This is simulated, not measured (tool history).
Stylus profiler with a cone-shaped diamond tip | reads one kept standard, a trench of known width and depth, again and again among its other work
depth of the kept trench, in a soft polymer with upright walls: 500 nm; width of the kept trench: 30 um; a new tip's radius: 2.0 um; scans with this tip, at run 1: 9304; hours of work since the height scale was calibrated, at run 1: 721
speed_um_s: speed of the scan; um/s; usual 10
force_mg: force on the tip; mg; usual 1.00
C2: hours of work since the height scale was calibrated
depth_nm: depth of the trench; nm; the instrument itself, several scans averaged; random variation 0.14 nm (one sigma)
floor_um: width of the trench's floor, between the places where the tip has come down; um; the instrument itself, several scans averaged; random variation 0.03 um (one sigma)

run 1 hour=0.0 | speed_um_s=10 force_mg=1.00 | scans_with_this_tip=9304 C2=721 | depth_nm=504.96 floor_um=26.74
run 2 hour=89.5 | speed_um_s=10 force_mg=1.00 | scans_with_this_tip=9917 C2=768 | depth_nm=504.73 floor_um=26.73
run 3 hour=151.2 | speed_um_s=10 force_mg=1.00 | scans_with_this_tip=10340 C2=801 | depth_nm=504.81 floor_um=26.75
run 4 hour=237.2 | speed_um_s=10 force_mg=1.00 | scans_with_this_tip=10929 C2=847 | depth_nm=505.10 floor_um=26.68
-- hour=272.7 height scale calibrated on a step standard
run 5 hour=328.1 | speed_um_s=10 force_mg=1.58 | scans_with_this_tip=11549 C2=29 | depth_nm=504.56 floor_um=26.63
run 6 hour=405.0 | speed_um_s=39 force_mg=1.58 | scans_with_this_tip=12076 C2=70 | depth_nm=504.65 floor_um=26.44
run 7 hour=485.4 | speed_um_s=39 force_mg=1.58 | scans_with_this_tip=12627 C2=113 | depth_nm=504.72 floor_um=26.46
run 8 hour=547.2 | speed_um_s=39 force_mg=1.58 | scans_with_this_tip=13050 C2=146 | depth_nm=504.75 floor_um=26.37
run 9 hour=626.4 | speed_um_s=39 force_mg=1.58 | scans_with_this_tip=13593 C2=188 | depth_nm=504.71 floor_um=26.41
run 10 hour=704.1 | speed_um_s=9 force_mg=0.67 | scans_with_this_tip=14125 C2=229 | depth_nm=502.99 floor_um=26.56
run 11 hour=834.1 | speed_um_s=37 force_mg=0.83 | scans_with_this_tip=15016 C2=298 | depth_nm=503.59 floor_um=26.22
run 12 hour=958.2 | speed_um_s=3 force_mg=2.70 | scans_with_this_tip=15866 C2=364 | depth_nm=507.18 floor_um=26.51

Run 13 comes next. What will it give?
run 13 hour=1036.5 | speed_um_s=4 force_mg=1.37 | scans_with_this_tip=16403 C2=405 | depth_nm=? floor_um=?

Run 13 gave depth_nm 504.88 nm, floor_um 26.45 um.
Without the tool's hidden state the same run would have given depth_nm 503.75 nm, floor_um 27.29 um.
